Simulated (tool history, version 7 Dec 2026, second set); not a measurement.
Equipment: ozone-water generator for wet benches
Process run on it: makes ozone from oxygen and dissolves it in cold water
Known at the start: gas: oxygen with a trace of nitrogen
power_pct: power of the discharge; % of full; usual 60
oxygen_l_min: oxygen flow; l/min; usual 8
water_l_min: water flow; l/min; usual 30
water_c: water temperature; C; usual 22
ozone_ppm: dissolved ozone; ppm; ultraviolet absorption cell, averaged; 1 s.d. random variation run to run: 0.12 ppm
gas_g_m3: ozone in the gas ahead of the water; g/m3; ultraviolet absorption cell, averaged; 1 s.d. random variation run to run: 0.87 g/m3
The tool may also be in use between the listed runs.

run	hour	power_pct	oxygen_l_min	water_l_min	water_c	ozone_ppm	gas_g_m3
1	0	60	8	30	22	11.4	141.8
2	48.8	47	8	30	22	9.2	113.9
3	92.9	47	8	30	22	9.3	114.2
# hour 114.1: water thermometer calibrated
4	138.4	47	8	30	22	9.3	113.7
5	182.3	47	8	30	22	9.3	112.6
6	228.9	47	8	30	18	9.6	112.2
7	268.4	47	8	30	18	9.7	112.6
8	299.8	47	8	20	18	13.9	112.7
9	333.3	47	8	20	21	13.1	113.1
10	374.9	47	8	20	21	13.2	112.1
11	409.3	47	8	20	21	13	111.7
12	447.6	47	8	20	21	13.3	113.7
13	486.9	47	8	20	21	13.3	112.3
14	532.8	47	8	20	21	13.1	112.7
15	566.1	47	8	20	21	13.1	113.4
16	597.9	47	8	20	21	13.2	112.3
17	624.4	47	8	20	21	13.2	113.2

Forecast run 18:
18	649.7	98	11.41	30	22	?	?

Logged for run 18: ozone_ppm 17 ppm, gas_g_m3 178.8 g/m3.
On a tool with no hidden condition, and with the same random variation, this run would have come out at ozone_ppm 17 ppm, gas_g_m3 178.8 g/m3.
